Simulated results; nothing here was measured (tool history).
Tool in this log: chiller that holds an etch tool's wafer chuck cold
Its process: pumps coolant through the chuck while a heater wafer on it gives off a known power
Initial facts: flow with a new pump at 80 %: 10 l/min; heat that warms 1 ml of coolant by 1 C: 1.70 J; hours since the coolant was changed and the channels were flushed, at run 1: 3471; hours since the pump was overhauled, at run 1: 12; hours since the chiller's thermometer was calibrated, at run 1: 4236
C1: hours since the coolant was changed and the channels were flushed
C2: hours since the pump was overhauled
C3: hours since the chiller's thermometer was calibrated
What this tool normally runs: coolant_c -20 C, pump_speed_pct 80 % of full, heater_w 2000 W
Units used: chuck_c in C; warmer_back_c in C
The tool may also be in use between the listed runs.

{"run": 1, "day": 0.0, "coolant_c": -20, "pump_speed_pct": 80, "heater_w": 2000, "C1": 3471, "C2": 12, "C3": 4236, "chuck_c": 2.2, "warmer_back_c": 7.11}
{"run": 2, "day": 2.771, "coolant_c": -20, "pump_speed_pct": 80, "heater_w": 1867, "C1": 3538, "C2": 78, "C3": 4303, "chuck_c": 1.0, "warmer_back_c": 6.64}
{"run": 3, "day": 6.038, "coolant_c": -20, "pump_speed_pct": 80, "heater_w": 1867, "C1": 3616, "C2": 157, "C3": 4381, "chuck_c": 1.0, "warmer_back_c": 6.64}
{"run": 4, "day": 9.233, "coolant_c": -20, "pump_speed_pct": 80, "heater_w": 1867, "C1": 3693, "C2": 233, "C3": 4458, "chuck_c": 0.9, "warmer_back_c": 6.66}
{"run": 5, "day": 12.162, "coolant_c": -20, "pump_speed_pct": 80, "heater_w": 1867, "C1": 3763, "C2": 304, "C3": 4528, "chuck_c": 0.9, "warmer_back_c": 6.65}
{"run": 6, "day": 14.267, "coolant_c": -20, "pump_speed_pct": 80, "heater_w": 1867, "C1": 3814, "C2": 354, "C3": 4579, "chuck_c": 1.0, "warmer_back_c": 6.65}
{"run": 7, "day": 16.446, "coolant_c": -20, "pump_speed_pct": 80, "heater_w": 1867, "C1": 3866, "C2": 407, "C3": 4631, "chuck_c": 1.1, "warmer_back_c": 6.69}
{"run": 8, "day": 19.938, "coolant_c": -20, "pump_speed_pct": 80, "heater_w": 1867, "C1": 3950, "C2": 490, "C3": 4715, "chuck_c": 1.2, "warmer_back_c": 6.7}
{"run": 9, "day": 21.871, "coolant_c": -20, "pump_speed_pct": 80, "heater_w": 1867, "C1": 3996, "C2": 537, "C3": 4761, "chuck_c": 1.1, "warmer_back_c": 6.68}
{"run": 10, "day": 25.412, "coolant_c": -20, "pump_speed_pct": 80, "heater_w": 1896, "C1": 4081, "C2": 622, "C3": 4846, "chuck_c": 1.5, "warmer_back_c": 6.76}
{"run": 11, "day": 28.5, "coolant_c": -20, "pump_speed_pct": 80, "heater_w": 1323, "C1": 4155, "C2": 696, "C3": 4920, "chuck_c": -5.1, "warmer_back_c": 4.74}
{"day": 28.95, "done": "coolant pump overhauled"}
{"run": 12, "day": 32.667, "coolant_c": -20, "pump_speed_pct": 80, "heater_w": 1323, "C1": 4250, "C2": 89, "C3": 5015, "chuck_c": -5.0, "warmer_back_c": 4.8}
{"run": 13, "day": 34.862, "coolant_c": -20, "pump_speed_pct": 80, "heater_w": 1323, "C1": 4303, "C2": 142, "C3": 5068, "chuck_c": -5.0, "warmer_back_c": 4.78}
{"run": 14, "day": 37.246, "coolant_c": -20, "pump_speed_pct": 80, "heater_w": 1323, "C1": 4360, "C2": 199, "C3": 5125, "chuck_c": -4.8, "warmer_back_c": 4.8}
{"run": 15, "day": 40.608, "coolant_c": -20, "pump_speed_pct": 92, "heater_w": 1323, "C1": 4441, "C2": 280, "C3": 5206, "chuck_c": -5.8, "warmer_back_c": 4.14}
{"day": 41.412, "done": "coolant pump overhauled, once more"}
{"run": 16, "day": 44.808, "coolant_c": -25, "pump_speed_pct": 80, "heater_w": 2000, "C1": 4537, "C2": 82, "C3": 5302, "chuck_c": -2.2, "warmer_back_c": 7.03}
{"run": 17, "day": 47.4, "coolant_c": -18, "pump_speed_pct": 80, "heater_w": 1108, "C1": 4599, "C2": 144, "C3": 5364, "chuck_c": -5.4, "warmer_back_c": 3.92}
{"run": 18, "day": 49.729, "coolant_c": -18, "pump_speed_pct": 93, "heater_w": 1676, "C1": 4655, "C2": 200, "C3": 5420, "chuck_c": -0.5, "warmer_back_c": 5.0}
{"run": 19, "day": 52.804, "coolant_c": -18, "pump_speed_pct": 93, "heater_w": 1676, "C1": 4729, "C2": 273, "C3": 5493, "chuck_c": -0.4, "warmer_back_c": 5.04}
{"run": 20, "day": 54.821, "coolant_c": -18, "pump_speed_pct": 93, "heater_w": 1676, "C1": 4777, "C2": 322, "C3": 5542, "chuck_c": -0.3, "warmer_back_c": 5.0}
{"run": 21, "day": 58.417, "coolant_c": -23, "pump_speed_pct": 93, "heater_w": 1172, "C1": 4864, "C2": 408, "C3": 5628, "chuck_c": -10.8, "warmer_back_c": 3.49}
{"run": 22, "day": 61.642, "coolant_c": -23, "pump_speed_pct": 93, "heater_w": 1172, "C1": 4941, "C2": 485, "C3": 5706, "chuck_c": -10.8, "warmer_back_c": 3.54}
{"run": 23, "day": 64.933, "coolant_c": -23, "pump_speed_pct": 93, "heater_w": 1172, "C1": 5020, "C2": 565, "C3": 5785, "chuck_c": -10.8, "warmer_back_c": 3.52}
{"day": 66.121, "done": "chiller's thermometer calibrated"}
{"run": 24, "day": 67.533, "coolant_c": -29, "pump_speed_pct": 93, "heater_w": 1940, "C1": 5081, "C2": 626, "C3": 34, "chuck_c": -8.0, "warmer_back_c": 5.89}
{"run": 25, "day": 70.042, "coolant_c": -15, "pump_speed_pct": 98, "heater_w": 1090, "C1": 5142, "C2": 686, "C3": 94, "chuck_c": -3.7, "warmer_back_c": 3.09}
{"run": 26, "day": 71.896, "coolant_c": -15, "pump_speed_pct": 98, "heater_w": 1090, "C1": 5186, "C2": 731, "C3": 139, "chuck_c": -3.6, "warmer_back_c": 3.13}
{"run": 27, "day": 74.338, "coolant_c": -20, "pump_speed_pct": 95, "heater_w": 2000, "C1": 5245, "C2": 789, "C3": 197, "chuck_c": 1.3, "warmer_back_c": 5.9}
{"run": 28, "day": 78.096, "coolant_c": -15, "pump_speed_pct": 80, "heater_w": 2000, "C1": 5335, "C2": 879, "C3": 287, "chuck_c": 8.5, "warmer_back_c": 7.14}

Run 29 has not been measured yet. What should we expect?
{"run": 29, "day": 80.021, "coolant_c": -24, "pump_speed_pct": 93, "heater_w": 1510, "C1": 5381, "C2": 926, "C3": 334, "chuck_c": "?", "warmer_back_c": "?"}

Run 29 yielded chuck_c -7.5 C, warmer_back_c 4.53 C.
Minus the tool's unlogged condition, the same run would have read chuck_c -9.6 C, warmer_back_c 4.49 C.

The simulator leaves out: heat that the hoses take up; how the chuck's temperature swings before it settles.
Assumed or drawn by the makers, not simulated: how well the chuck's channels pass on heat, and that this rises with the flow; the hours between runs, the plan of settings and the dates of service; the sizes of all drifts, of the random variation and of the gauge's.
